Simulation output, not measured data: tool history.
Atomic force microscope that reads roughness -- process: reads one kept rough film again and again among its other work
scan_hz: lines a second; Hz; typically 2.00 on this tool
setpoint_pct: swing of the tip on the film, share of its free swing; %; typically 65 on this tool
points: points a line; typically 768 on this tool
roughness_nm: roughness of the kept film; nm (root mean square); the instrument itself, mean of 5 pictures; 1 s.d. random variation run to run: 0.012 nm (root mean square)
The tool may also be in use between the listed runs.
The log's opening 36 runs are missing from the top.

-- hour=1896.4 new tip fitted
run 37 hour=1903.4 | scan_hz=1.96 setpoint_pct=73 points=856 | roughness_nm=2.668
run 38 hour=1967.9 | scan_hz=0.91 setpoint_pct=65 points=505 | roughness_nm=2.552
-- hour=2032.0 new tip fitted
run 39 hour=2037.8 | scan_hz=1.05 setpoint_pct=56 points=571 | roughness_nm=2.770
run 40 hour=2076.8 | scan_hz=0.52 setpoint_pct=68 points=921 | roughness_nm=2.649
run 41 hour=2137.0 | scan_hz=0.80 setpoint_pct=84 points=660 | roughness_nm=2.449
-- hour=2166.3 new tip fitted
run 42 hour=2198.2 | scan_hz=0.80 setpoint_pct=84 points=660 | roughness_nm=2.615
run 43 hour=2255.0 | scan_hz=0.80 setpoint_pct=84 points=660 | roughness_nm=2.488
-- hour=2300.5 new tip fitted
run 44 hour=2331.6 | scan_hz=2.00 setpoint_pct=81 points=1023 | roughness_nm=2.492
run 45 hour=2388.0 | scan_hz=0.52 setpoint_pct=65 points=768 | roughness_nm=2.555
-- hour=2432.0 new tip fitted
run 46 hour=2442.0 | scan_hz=0.52 setpoint_pct=65 points=768 | roughness_nm=2.762
run 47 hour=2482.6 | scan_hz=2.00 setpoint_pct=85 points=768 | roughness_nm=2.420

Branching from run 47: 3 alternative next runs. What would each branch give?
run A hour=2555.1 | scan_hz=1.90 setpoint_pct=86 points=768 | roughness_nm=?
run B hour=2555.1 | scan_hz=2.00 setpoint_pct=58 points=687 | roughness_nm=?
run C hour=2555.1 | scan_hz=1.28 setpoint_pct=86 points=341 | roughness_nm=?

run=A roughness_nm=2.241
run=B roughness_nm=2.415
run=C roughness_nm=2.309
Without the tool's unlogged condition, the same runs would have read:
run=A roughness_nm=2.615
run=B roughness_nm=2.818
run=C roughness_nm=2.694

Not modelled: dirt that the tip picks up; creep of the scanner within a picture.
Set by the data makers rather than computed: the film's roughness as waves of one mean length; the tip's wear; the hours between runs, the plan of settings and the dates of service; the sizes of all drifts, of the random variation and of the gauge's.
